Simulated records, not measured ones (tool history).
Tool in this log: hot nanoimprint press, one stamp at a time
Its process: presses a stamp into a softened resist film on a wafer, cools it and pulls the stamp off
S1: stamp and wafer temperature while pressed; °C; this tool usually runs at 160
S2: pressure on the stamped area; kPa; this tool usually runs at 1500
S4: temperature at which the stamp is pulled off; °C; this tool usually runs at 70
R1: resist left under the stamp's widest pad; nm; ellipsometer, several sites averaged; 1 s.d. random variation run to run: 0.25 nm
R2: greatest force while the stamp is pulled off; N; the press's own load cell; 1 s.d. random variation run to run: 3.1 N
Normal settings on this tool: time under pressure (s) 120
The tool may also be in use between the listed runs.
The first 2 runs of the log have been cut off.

run 3 day=5.333 | S1=160 S2=1500 time_under_pressure_(s)=120 S4=70 | R1=188 R2=167
run 4 day=7.017 | S1=162 S2=1500 time_under_pressure_(s)=120 S4=70 | R1=172.4 R2=167
run 5 day=8.446 | S1=160 S2=2390 time_under_pressure_(s)=120 S4=70 | R1=154.6 R2=176
run 6 day=11.054 | S1=160 S2=2390 time_under_pressure_(s)=120 S4=70 | R1=154.5 R2=183
run 7 day=13.875 | S1=160 S2=2390 time_under_pressure_(s)=120 S4=70 | R1=154.2 R2=185
run 8 day=16.258 | S1=160 S2=1500 time_under_pressure_(s)=120 S4=70 | R1=186.6 R2=201
run 9 day=17.796 | S1=160 S2=1500 time_under_pressure_(s)=120 S4=70 | R1=186.7 R2=208
run 10 day=20.142 | S1=160 S2=1500 time_under_pressure_(s)=120 S4=55 | R1=185.9 R2=273
run 11 day=22.671 | S1=160 S2=1500 time_under_pressure_(s)=120 S4=55 | R1=186 R2=289
run 12 day=24.071 | S1=160 S2=1500 time_under_pressure_(s)=120 S4=55 | R1=186.2 R2=291
-- day=25.229 stamp cleaned and given a new release coat
run 13 day=26.312 | S1=160 S2=1500 time_under_pressure_(s)=120 S4=70 | R1=185.7 R2=153
run 14 day=28.079 | S1=160 S2=1500 time_under_pressure_(s)=120 S4=70 | R1=185.3 R2=154
-- day=30.029 plate thermocouple calibrated
run 15 day=30.183 | S1=160 S2=1500 time_under_pressure_(s)=120 S4=70 | R1=190.4 R2=167
run 16 day=32.583 | S1=160 S2=1500 time_under_pressure_(s)=120 S4=70 | R1=190.4 R2=174
run 17 day=35.242 | S1=156 S2=1500 time_under_pressure_(s)=232 S4=60 | R1=176 R2=206
run 18 day=37.471 | S1=156 S2=1500 time_under_pressure_(s)=232 S4=60 | R1=175.7 R2=220

Expected results for the next run?
run 19 day=39.871 | S1=166 S2=1500 time_under_pressure_(s)=120 S4=70 | R1=? R2=?

For run 19 the tool returned R1 146.4 nm, R2 195 N.
With no hidden state in the tool, this same run would have given R1 146.1 nm, R2 148 N.

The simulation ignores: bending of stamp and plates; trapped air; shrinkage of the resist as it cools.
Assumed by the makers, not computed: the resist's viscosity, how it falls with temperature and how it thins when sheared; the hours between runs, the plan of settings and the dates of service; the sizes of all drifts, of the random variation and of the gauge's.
